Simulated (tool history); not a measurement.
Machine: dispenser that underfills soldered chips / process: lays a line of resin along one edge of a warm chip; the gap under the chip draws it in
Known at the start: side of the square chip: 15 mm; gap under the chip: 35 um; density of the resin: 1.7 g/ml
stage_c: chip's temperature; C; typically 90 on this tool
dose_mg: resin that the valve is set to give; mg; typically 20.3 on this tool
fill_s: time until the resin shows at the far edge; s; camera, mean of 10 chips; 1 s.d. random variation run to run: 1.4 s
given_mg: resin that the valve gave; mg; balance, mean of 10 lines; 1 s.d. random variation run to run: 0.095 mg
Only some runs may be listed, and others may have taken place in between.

run,day,stage_c,dose_mg,fill_s,given_mg
1,0,90,20.3,165,19.45
# day 0.333: new syringe of resin
2,0.333,90,20.3,135.6,19.5
# day 0.704: dispensing valve cleaned and set on the balance
# day 0.821: new syringe of resin
3,0.867,90,19.6,147,19.78
# day 1.267: new syringe of resin
4,1.429,90,19.6,179.6,19.38
# day 1.733: new syringe of resin
5,1.733,95,20.3,115,20.23
6,2.096,95,24,206.9,23.64
# day 2.212: new syringe of resin
# day 2.667: new syringe of resin
7,2.667,90,20.3,139.5,20.03
# day 3.121: new syringe of resin
8,3.121,90,20.3,139.6,19.75
# day 3.575: new syringe of resin
9,3.646,90,20.3,154.5,19.7
10,3.912,90,24.3,231.9,23.49
# day 4.042: new syringe of resin
11,4.242,90,24.3,185.2,23.28
# day 4.521: new syringe of resin
12,4.729,90,18.5,196.3,17.82
# day 4.975: new syringe of resin
13,5.029,90,18.5,152.2,17.76
# day 5.442: new syringe of resin
14,5.617,90,18.5,193.3,17.51
# day 5.704: dispensing valve cleaned and set on the balance
# day 5.95: new syringe of resin
15,6.283,90,18.5,241.2,18.36
# day 6.383: new syringe of resin
# day 6.833: new syringe of resin
16,6.85,90,18.1,144,17.84
# day 7.3: new syringe of resin
17,7.483,90,20.3,182.5,20.01
# day 7.762: new syringe of resin
18,8.062,90,18.1,234,17.69
# day 8.212: new syringe of resin
19,8.567,84,25.3,289,24.53
# day 8.679: new syringe of resin
# day 9.129: new syringe of resin
20,9.158,100,20.3,102.8,19.43
21,9.479,100,20.3,176.3,19.65
# day 9.592: new syringe of resin
# day 10.062: new syringe of resin
22,10.088,100,20.3,106.3,19.58
23,10.346,100,20.3,160.1,19.28
# day 10.508: new syringe of resin
# day 10.683: dispensing valve cleaned and set on the balance
# day 10.992: new syringe of resin
24,11.046,100,20.3,106.7,20.16
# day 11.479: new syringe of resin
25,11.608,96,19,143,18.61
# day 11.938: new syringe of resin
26,11.958,76,21,238,20.62
# day 12.392: new syringe of resin
27,12.529,90,25.1,177.2,24.55
# day 12.842: new syringe of resin
28,13,76,18.9,305.1,18.38
# day 13.275: new syringe of resin
29,13.308,80,19.6,211.6,18.97
# day 13.721: new syringe of resin
30,13.767,98,23.8,113,22.82
31,14.112,79,23.3,381,22.26
# day 14.175: new syringe of resin
32,14.575,79,23.3,394.4,22.49
# day 14.638: new syringe of resin
# day 15.088: new syringe of resin
33,15.088,79,23.3,208.1,21.98

Pick out some run-to-run changes in fill_s. Of each, how much would a tool without hidden state show as well, from the settings, what came in and chance, and how much is left for the hidden state and any gauge scatter not in both results compared?
Hidden conditions of the tool in this case: resin's viscosity, % of fresh resin's; dose that the valve gives, % of what is set; true chip temperature over the reading, C; drift of the gauge itself on fill_s, %; drift of the gauge itself on given_mg, %.
Run 19 -> 20: stage_c 84 -> 100, dose_mg 25.3 -> 20.3, new syringe of resin, new syringe of resin. fill_s -186.2 s: hidden state -123.4, all else -62.8.
Run 30 -> 31: stage_c 98 -> 79, dose_mg 23.8 -> 23.3. fill_s +268 s: hidden state +176.5, all else +91.5.
Run 32 -> 33: new syringe of resin, new syringe of resin. fill_s -186.3 s: hidden state -188, all else +1.7.
